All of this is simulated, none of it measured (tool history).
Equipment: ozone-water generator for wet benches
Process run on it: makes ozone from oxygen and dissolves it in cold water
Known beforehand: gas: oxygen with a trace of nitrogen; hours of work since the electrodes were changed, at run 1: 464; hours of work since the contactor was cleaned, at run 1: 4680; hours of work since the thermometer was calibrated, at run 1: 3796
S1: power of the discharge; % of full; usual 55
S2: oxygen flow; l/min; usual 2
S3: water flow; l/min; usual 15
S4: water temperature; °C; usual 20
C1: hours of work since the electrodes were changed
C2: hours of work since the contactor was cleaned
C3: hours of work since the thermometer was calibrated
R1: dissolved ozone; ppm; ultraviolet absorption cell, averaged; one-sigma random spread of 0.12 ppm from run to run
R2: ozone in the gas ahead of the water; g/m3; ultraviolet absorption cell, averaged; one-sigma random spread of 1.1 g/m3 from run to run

| run | hour | S1 | S2 | S3 | S4 | C1 | C2 | C3 | R1 | R2 |
|---|---|---|---|---|---|---|---|---|---|---|
| 1 | 0 | 55 | 2 | 15 | 20 | 464 | 4680 | 3796 | 11.4 | 198.2 |
| 2 | 32.7 | 55 | 2 | 15 | 20 | 496 | 4711 | 3828 | 11 | 198.3 |
| 3 | 53.9 | 55 | 2 | 15 | 20 | 516 | 4732 | 3848 | 11.2 | 198.3 |
| 4 | 103.2 | 55 | 2 | 15 | 20 | 564 | 4780 | 3896 | 11.1 | 197.2 |
| 5 | 126.2 | 55 | 2 | 15 | 15 | 587 | 4802 | 3918 | 11.8 | 196.2 |
| 6 | 166.6 | 81 | 2 | 15 | 20 | 626 | 4841 | 3958 | 14.4 | 255.4 |
| 7 | 215 | 53 | 2 | 15 | 20 | 673 | 4888 | 4005 | 10.6 | 190.5 |
| 8 | 252.3 | 53 | 2 | 15 | 20 | 709 | 4925 | 4041 | 10.6 | 193.9 |
| 9 | 304.6 | 55 | 2 | 15 | 20 | 760 | 4976 | 4092 | 11.3 | 197.1 |
| 10 | 330.5 | 63 | 2 | 15 | 20 | 785 | 5001 | 4117 | 12 | 215 |
| 11 | 366.5 | 63 | 2 | 15 | 20 | 820 | 5036 | 4152 | 12.1 | 217 |
| 12 | 416.1 | 63 | 2 | 15 | 20 | 868 | 5084 | 4200 | 12.1 | 216.4 |
| 13 | 464 | 61 | 2.03 | 14 | 20 | 915 | 5130 | 4246 | 12.7 | 209.1 |
| 14 | 508.9 | 61 | 2.03 | 14 | 20 | 958 | 5174 | 4290 | 12.9 | 208.9 |
| 15 | 534.7 | 80 | 2.07 | 12 | 12 | 983 | 5199 | 4315 | 19.5 | 245.6 |
| 16 | 558.6 | 80 | 2.07 | 12 | 12 | 1007 | 5222 | 4338 | 19.5 | 247.2 |
| 17 | 580.6 | 80 | 2.07 | 12 | 12 | 1028 | 5244 | 4360 | 19.4 | 247.9 |
| 18 | 616.5 | 55 | 2 | 18 | 20 | 1063 | 5278 | 4395 | 8.9 | 197.7 |
| 19 | 642.8 | 68 | 2 | 15 | 20 | 1088 | 5304 | 4420 | 12.5 | 227.4 |
| 20 | 674 | 55 | 2.56 | 15 | 20 | 1119 | 5334 | 4450 | 10.9 | 164.8 |
| 21 | 710.3 | 60 | 2.35 | 15 | 23 | 1154 | 5370 | 4486 | 11.1 | 186.6 |
| 22 | 756.3 | 55 | 2 | 16 | 27 | 1199 | 5414 | 4530 | 9.7 | 196.9 |

3 options for the next run, each taken on its own from the tool as it stands now. Forecast them:
| A | 796.9 | 59 | 2 | 23 | 17 | 1238 | 5454 | 4570 | ? | ? |
| B | 796.9 | 41 | 2 | 15 | 25 | 1238 | 5454 | 4570 | ? | ? |
| C | 796.9 | 55 | 1.56 | 24 | 13 | 1238 | 5454 | 4570 | ? | ? |

| run | R1 | R2 |
|---|---|---|
| A | 7.1 | 207.4 |
| B | 8.6 | 161.6 |
| C | 6.1 | 230.6 |
Without the tool's hidden state the same runs would have given:
| run | R1 | R2 |
|---|---|---|
| A | 7.7 | 212.2 |
| B | 9.1 | 164.3 |
| C | 6.6 | 235.7 |
